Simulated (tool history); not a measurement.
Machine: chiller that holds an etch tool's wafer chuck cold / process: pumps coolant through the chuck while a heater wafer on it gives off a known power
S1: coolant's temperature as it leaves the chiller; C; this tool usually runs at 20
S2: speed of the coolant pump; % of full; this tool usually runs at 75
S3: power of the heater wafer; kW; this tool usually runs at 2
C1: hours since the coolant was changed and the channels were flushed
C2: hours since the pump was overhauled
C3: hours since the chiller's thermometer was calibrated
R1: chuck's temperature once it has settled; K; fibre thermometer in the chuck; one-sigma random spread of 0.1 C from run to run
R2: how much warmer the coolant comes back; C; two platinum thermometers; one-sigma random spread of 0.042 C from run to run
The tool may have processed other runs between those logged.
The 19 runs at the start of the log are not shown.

Run 20, hour 695.8: usual settings but S2 62 % of full; C1 2224; C2 2742; C3 3183. Result: R1 316.95 K, R2 12.03 C.
Run 21, hour 723.3: usual settings but S2 78 % of full, S3 1.166 kW; C1 2252; C2 2769; C3 3210. Result: R1 305.35 K, R2 5.56 C.
Run 22, hour 754.6: usual settings but S2 98 % of full, S3 1.131 kW; C1 2283; C2 2801; C3 3242. Result: R1 303.15 K, R2 4.32 C.
Run 23, hour 777.6: usual settings but S2 74 % of full, S3 1.331 kW; C1 2306; C2 2824; C3 3264. Result: R1 307.45 K, R2 6.71 C.
Run 24, hour 804.9: usual settings but S2 74 % of full, S3 1.331 kW; C1 2333; C2 2851; C3 3292. Result: R1 307.35 K, R2 6.76 C.
Run 25, hour 831.7: usual settings but S2 74 % of full, S3 1.331 kW; C1 2360; C2 2878; C3 3319. Result: R1 307.45 K, R2 6.7 C.
Run 26, hour 867.8: usual settings but S1 14 C, S2 88 % of full, S3 1.007 kW; C1 2396; C2 2914; C3 3355. Result: R1 296.75 K, R2 4.23 C.
Run 27, hour 901: usual settings but S1 17 C, S2 93 % of full; C1 2429; C2 2947; C3 3388. Result: R1 308.15 K, R2 7.97 C.
Run 28, hour 955.5: usual settings but S2 99 % of full; C1 2484; C2 3002; C3 3442. Result: R1 310.75 K, R2 7.59 C.
Run 29, hour 996.9: usual settings but S3 1.433 kW; C1 2525; C2 3043; C3 3484. Result: R1 308.35 K, R2 7.11 C.

Run 30, settings as shown, results not yet in. Your forecast:
Run 30, hour 1047.1: usual settings but S1 17 C, S2 76 % of full, S3 1.763 kW; C1 2576; C2 3093; C3 3534. Result: R1 ?, R2 ?.

R1: 308.55 K
R2: 8.64 C
Without the tool's hidden state the same run would have given R1 306.85 K, R2 8.36 C.
